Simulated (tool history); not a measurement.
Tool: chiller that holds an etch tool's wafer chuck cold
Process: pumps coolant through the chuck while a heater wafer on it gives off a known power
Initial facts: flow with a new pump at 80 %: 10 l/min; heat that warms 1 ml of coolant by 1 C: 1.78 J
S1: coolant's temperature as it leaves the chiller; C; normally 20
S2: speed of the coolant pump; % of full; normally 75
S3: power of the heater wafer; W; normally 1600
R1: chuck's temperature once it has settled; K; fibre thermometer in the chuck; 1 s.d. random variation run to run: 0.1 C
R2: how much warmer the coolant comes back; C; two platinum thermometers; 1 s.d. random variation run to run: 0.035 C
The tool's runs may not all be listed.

run 1 hour=0.0 | S1=20 S2=75 S3=1600 | R1=307.25 R2=6.03
run 2 hour=84.1 | S1=20 S2=75 S3=1600 | R1=307.05 R2=6.13
run 3 hour=170.5 | S1=20 S2=75 S3=1600 | R1=307.35 R2=6.13
run 4 hour=238.8 | S1=20 S2=75 S3=1600 | R1=307.15 R2=6.15
run 5 hour=298.9 | S1=20 S2=75 S3=1600 | R1=307.25 R2=6.09
run 6 hour=389.2 | S1=20 S2=75 S3=1600 | R1=307.25 R2=6.08
run 7 hour=434.0 | S1=20 S2=75 S3=1600 | R1=307.25 R2=6.13
run 8 hour=526.8 | S1=14 S2=75 S3=1600 | R1=301.05 R2=6.10
run 9 hour=586.8 | S1=14 S2=75 S3=1600 | R1=301.45 R2=6.08
run 10 hour=671.0 | S1=14 S2=95 S3=1600 | R1=298.75 R2=4.64
run 11 hour=733.4 | S1=14 S2=95 S3=1600 | R1=298.75 R2=4.85
run 12 hour=773.9 | S1=14 S2=95 S3=1600 | R1=298.75 R2=4.70
run 13 hour=869.8 | S1=20 S2=75 S3=1600 | R1=307.25 R2=6.08
run 14 hour=939.6 | S1=12 S2=75 S3=1600 | R1=299.35 R2=6.24
run 15 hour=1025.6 | S1=12 S2=75 S3=1600 | R1=299.35 R2=6.17
run 16 hour=1121.3 | S1=12 S2=75 S3=1600 | R1=299.35 R2=6.18
run 17 hour=1187.4 | S1=12 S2=75 S3=1600 | R1=299.55 R2=6.14
run 18 hour=1241.4 | S1=11 S2=90 S3=2358 | R1=302.35 R2=7.43
run 19 hour=1304.0 | S1=23 S2=81 S3=804 | R1=302.85 R2=2.86
run 20 hour=1362.9 | S1=14 S2=95 S3=804 | R1=293.15 R2=2.36
run 21 hour=1434.9 | S1=15 S2=86 S3=1600 | R1=300.95 R2=5.30
run 22 hour=1533.3 | S1=15 S2=86 S3=1600 | R1=301.15 R2=5.32
run 23 hour=1610.0 | S1=15 S2=86 S3=1600 | R1=301.05 R2=5.32
run 24 hour=1706.0 | S1=15 S2=86 S3=1600 | R1=301.25 R2=5.39
run 25 hour=1766.0 | S1=15 S2=86 S3=1600 | R1=301.15 R2=5.33
run 26 hour=1836.9 | S1=15 S2=86 S3=1600 | R1=301.15 R2=5.32
run 27 hour=1884.7 | S1=15 S2=68 S3=825 | R1=296.35 R2=3.56
run 28 hour=1955.3 | S1=16 S2=70 S3=2365 | R1=312.25 R2=10.02
run 29 hour=2042.8 | S1=25 S2=98 S3=2365 | R1=315.55 R2=6.84
run 30 hour=2137.8 | S1=25 S2=80 S3=950 | R1=306.45 R2=3.52
run 31 hour=2221.2 | S1=20 S2=88 S3=1919 | R1=306.95 R2=6.22

Put back what was entered between runs (3 entries, withheld): which listed runs does each sit between, and how does the hidden state differ from the listed run before to the listed run after?
After run 2, before run 3: chiller's thermometer calibrated (hour 121.6)
  heat passed by the chuck's channels, % of clean ones': 88.8 -> 88.7; flow at a given pump speed, % of a new pump's: 95.2 -> 95.1; coolant's true temperature over the reading, C: 0.13 -> 0.16
  measured result minus the result with no hidden state, R1: +1.70 -> +1.80 K; R2: +0.29 -> +0.30 C
After run 7, before run 8: chiller's thermometer calibrated, once more (hour 493.6)
  heat passed by the chuck's channels, % of clean ones': 88.2 -> 88; flow at a given pump speed, % of a new pump's: 94.8 -> 94.6; coolant's true temperature over the reading, C: 0.17 -> 0.09
  measured result minus the result with no hidden state, R1: +1.90 -> +1.80 K; R2: +0.32 -> +0.33 C
After run 30, before run 31: coolant changed, channels flushed (hour 2155.9)
  heat passed by the chuck's channels, % of clean ones': 85.2 -> 99.6; flow at a given pump speed, % of a new pump's: 92.5 -> 92.4
  measured result minus the result with no hidden state, R1: +1.50 -> +1.00 K; R2: +0.26 -> +0.48 C
